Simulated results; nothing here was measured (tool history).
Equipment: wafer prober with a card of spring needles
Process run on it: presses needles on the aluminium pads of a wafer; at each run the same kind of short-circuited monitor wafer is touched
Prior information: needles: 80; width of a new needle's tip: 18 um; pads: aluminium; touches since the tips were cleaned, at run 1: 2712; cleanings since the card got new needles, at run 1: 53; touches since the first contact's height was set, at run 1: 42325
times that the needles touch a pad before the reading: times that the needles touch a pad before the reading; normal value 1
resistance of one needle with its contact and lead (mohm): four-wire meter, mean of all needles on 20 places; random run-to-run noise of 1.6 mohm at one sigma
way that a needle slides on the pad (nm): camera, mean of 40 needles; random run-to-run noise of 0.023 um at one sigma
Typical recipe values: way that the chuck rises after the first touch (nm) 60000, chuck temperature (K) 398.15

run	hour	way that the chuck rises after the first touch (nm)	chuck temperature (K)	times that the needles touch a pad before the reading	touches since the tips were cleaned	cleanings since the card got new needles	touches since the first contact's height was set	resistance of one needle with its contact and lead (mohm)	way that a needle slides on the pad (nm)
1	0	60000	398.15	1	2712	53	42325	164	8700
# hour 6: tips cleaned on abrasive film
# hour 20.8: tips cleaned on abrasive film
2	33.3	57000	398.15	1	3830	55	52457	167	8270
# hour 36.6: tips cleaned on abrasive film
# hour 49.6: tips cleaned on abrasive film
3	52.6	57000	398.15	1	922	57	58302	164	8260
# hour 65.1: tips cleaned on abrasive film
4	71.6	57000	398.15	1	1995	58	64087	162	8240
# hour 75.1: height of the first contact set anew
# hour 78.3: tips cleaned on abrasive film
# hour 91.6: tips cleaned on abrasive film
5	97.7	60000	398.15	1	1850	60	6860	162	8660
# hour 104.8: tips cleaned on abrasive film
# hour 119.8: tips cleaned on abrasive film
6	127	60000	398.15	1	2199	62	15764	162	8660
# hour 133.6: tips cleaned on abrasive film
# hour 148.2: tips cleaned on abrasive film
7	157.9	60000	398.15	1	2960	64	25162	162	8640
# hour 161.2: tips cleaned on abrasive film
# hour 174.2: tips cleaned on abrasive film
# hour 187.6: tips cleaned on abrasive film
8	193.4	60000	398.15	1	1782	67	35930	160	8700
# hour 201.7: tips cleaned on abrasive film
# hour 214.7: tips cleaned on abrasive film
9	216.4	60000	398.15	1	515	69	42918	164	8680
# hour 228.4: tips cleaned on abrasive film
10	232.1	60000	332.15	1	1133	70	47695	149	8660
# hour 242.5: tips cleaned on abrasive film
11	251.2	60000	398.15	1	2659	71	53504	163	8650
# hour 258: tips cleaned on abrasive film
12	270.1	43000	398.15	1	3687	72	59249	167	6230
# hour 272: tips cleaned on abrasive film
# hour 286.6: tips cleaned on abrasive film
# hour 286.9: height of the first contact set anew
# hour 299.8: tips cleaned on abrasive film
13	299.8	43000	398.15	1	0	75	3918	170	6220
# hour 312.8: tips cleaned on abrasive film
# hour 327.1: tips cleaned on abrasive film
14	329.3	43000	398.15	1	668	77	12869	168	6230
# hour 341.7: tips cleaned on abrasive film
15	352.7	43000	398.15	1	3366	78	19993	170	6230
# hour 355.9: tips cleaned on abrasive film
# hour 369.6: tips cleaned on abrasive film
# hour 382.4: tips cleaned on abrasive film
16	387.5	43000	398.15	1	1536	81	30551	166	6210
# hour 395.8: tips cleaned on abrasive film
17	406.4	60000	398.15	1	3240	82	36320	163	8680
# hour 409.7: tips cleaned on abrasive film
# hour 424.5: tips cleaned on abrasive film
# hour 439.1: tips cleaned on abrasive film
18	439.1	60000	398.15	1	0	85	46246	160	8650
# hour 453.1: tips cleaned on abrasive film
19	461.5	60000	398.15	1	2586	86	53062	162	8610
# hour 466.9: tips cleaned on abrasive film
# hour 480.3: tips cleaned on abrasive film
20	480.3	41000	329.15	2	0	88	58757	159	5930
# hour 494.2: tips cleaned on abrasive film
# hour 498.8: height of the first contact set anew
# hour 509.1: tips cleaned on abrasive film
21	517.1	58000	329.15	2	2428	90	5549	151	8390
# hour 524.1: tips cleaned on abrasive film
22	535.2	58000	329.15	2	3374	91	11052	150	8400
# hour 538: tips cleaned on abrasive film
# hour 553: tips cleaned on abrasive film
23	558.3	75000	398.15	2	1612	93	18077	160	10810
# hour 567: tips cleaned on abrasive film
# hour 580.7: tips cleaned on abrasive film
24	585.1	62000	348.15	2	1366	95	26218	153	8980
# hour 596: tips cleaned on abrasive film
# hour 609.9: tips cleaned on abrasive film
25	610.2	60000	327.15	1	105	97	33832	149	8640
# hour 622.8: tips cleaned on abrasive film
# hour 637.6: tips cleaned on abrasive film
26	644.4	42000	307.15	2	2062	99	44232	152	6030
# hour 652.5: tips cleaned on abrasive film
# hour 666: tips cleaned on abrasive film
27	673.4	54000	382.15	2	2279	101	53053	163	7810

Forecast each of these 5 alternatives for the next run:
# hour 679.5: tips cleaned on abrasive film
# hour 694: tips cleaned on abrasive film
# hour 707: tips cleaned on abrasive film
A	709.6	46000	381.15	1	794	104	64042	?	?
# hour 679.5: tips cleaned on abrasive film
# hour 694: tips cleaned on abrasive film
# hour 707: tips cleaned on abrasive film
B	709.6	42000	394.15	1	794	104	64042	?	?
# hour 679.5: tips cleaned on abrasive film
# hour 694: tips cleaned on abrasive film
# hour 707: tips cleaned on abrasive film
C	709.6	54000	380.15	1	794	104	64042	?	?
# hour 679.5: tips cleaned on abrasive film
# hour 694: tips cleaned on abrasive film
# hour 707: tips cleaned on abrasive film
D	709.6	60000	398.15	1	794	104	64042	?	?
# hour 679.5: tips cleaned on abrasive film
# hour 694: tips cleaned on abrasive film
# hour 707: tips cleaned on abrasive film
E	709.6	50000	302.15	2	794	104	64042	?	?

run	resistance of one needle with its contact and lead (mohm)	way that a needle slides on the pad (nm)
A	163	6630
B	167	6080
C	164	7810
D	163	8610
E	148	7220
Without the tool's unlogged condition, the same runs would have read:
run	resistance of one needle with its contact and lead (mohm)	way that a needle slides on the pad (nm)
A	163	6640
B	166	6080
C	163	7810
D	163	8620
E	148	7230

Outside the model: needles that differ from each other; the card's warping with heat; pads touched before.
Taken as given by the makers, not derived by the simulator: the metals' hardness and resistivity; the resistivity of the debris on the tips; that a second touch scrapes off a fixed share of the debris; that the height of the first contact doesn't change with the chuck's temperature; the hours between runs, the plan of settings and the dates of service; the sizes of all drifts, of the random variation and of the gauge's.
